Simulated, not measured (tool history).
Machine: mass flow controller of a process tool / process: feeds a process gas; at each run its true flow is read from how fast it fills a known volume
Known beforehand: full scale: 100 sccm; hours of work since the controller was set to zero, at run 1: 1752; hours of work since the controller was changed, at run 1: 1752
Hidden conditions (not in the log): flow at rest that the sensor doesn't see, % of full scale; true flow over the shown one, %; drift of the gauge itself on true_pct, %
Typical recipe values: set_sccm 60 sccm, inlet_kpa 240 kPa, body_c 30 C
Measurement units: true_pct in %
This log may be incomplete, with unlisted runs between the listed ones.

run,day,set_sccm,inlet_kpa,body_c,hours of work since the controller was set to zero,hours of work since the controller was changed,true_pct
1,0.000,60,240,30,1752,1752,99.68
2,6.462,60,240,30,1846,1846,99.56
3,14.362,60,240,30,1961,1961,99.58
4,25.362,60,240,23,2121,2121,98.92
5,34.846,60,240,23,2259,2259,99.03
6,45.154,60,240,23,2409,2409,99.05
7,51.067,60,240,23,2495,2495,98.91
8,56.217,60,240,25,2570,2570,99.12
9,65.083,60,240,25,2699,2699,99.17
10,70.579,60,240,25,2779,2779,99.20
11,76.908,60,240,30,2871,2871,99.75
12,86.329,60,240,30,3008,3008,99.65
13,95.162,60,223,30,3136,3136,99.49
14,107.033,60,240,30,3309,3309,99.67
15,113.104,60,240,30,3397,3397,99.70
16,121.675,60,240,30,3522,3522,99.62
17,133.708,60,240,30,3697,3697,99.59
18,141.454,60,240,30,3810,3810,99.53
19,151.717,36,240,30,3959,3959,99.23
20,160.017,60,199,30,4080,4080,99.66
21,165.288,60,199,30,4157,4157,99.70
22,174.412,63,199,30,4290,4290,99.88
23,184.100,60,240,30,4431,4431,99.66
24,193.392,60,240,30,4566,4566,99.68
25,202.396,60,240,21,4697,4697,98.77
26,208.700,60,240,21,4789,4789,98.79
27,217.979,95,150,38,4924,4924,101.15
28,224.321,41,279,21,5016,5016,98.36
29,231.358,28,265,25,5118,5118,98.56
30,242.300,28,265,25,5278,5278,98.60
31,247.229,23,176,27,5349,5349,98.79
32,253.950,60,181,21,5447,5447,99.02
33,265.171,37,160,21,5610,5610,98.69
34,273.667,39,160,21,5734,5734,98.77
35,284.167,36,240,30,5887,5887,99.26
36,292.058,36,159,35,6002,6002,99.81
37,298.321,60,169,30,6093,6093,99.88
38,306.462,60,169,30,6211,6211,99.85
39,311.862,16,235,31,6290,6290,98.96
40,322.225,16,235,31,6441,6441,98.94
41,328.133,16,235,31,6527,6527,98.85
42,334.192,16,235,31,6615,6615,98.96
43,340.608,55,222,29,6708,6708,99.63
44,350.862,15,277,26,6857,6857,98.39
45,360.742,36,231,26,7001,7001,98.90
46,369.488,12,176,30,7128,7128,98.96
# day 376.554: controller exchanged for a calibrated one
47,378.742,28,236,38,32,32,99.72
48,384.771,28,158,38,120,120,100.03
49,393.329,15,240,30,244,244,98.94

Forecast each of these 3 alternatives for the next run:
A,399.729,34,238,30,337,337,?
B,399.729,17,240,38,337,337,?
C,399.729,19,191,22,337,337,?

run,true_pct
A,99.19
B,99.50
C,98.29
Without the tool's hidden state the same runs would have given:
run,true_pct
A,99.19
B,99.50
C,98.29
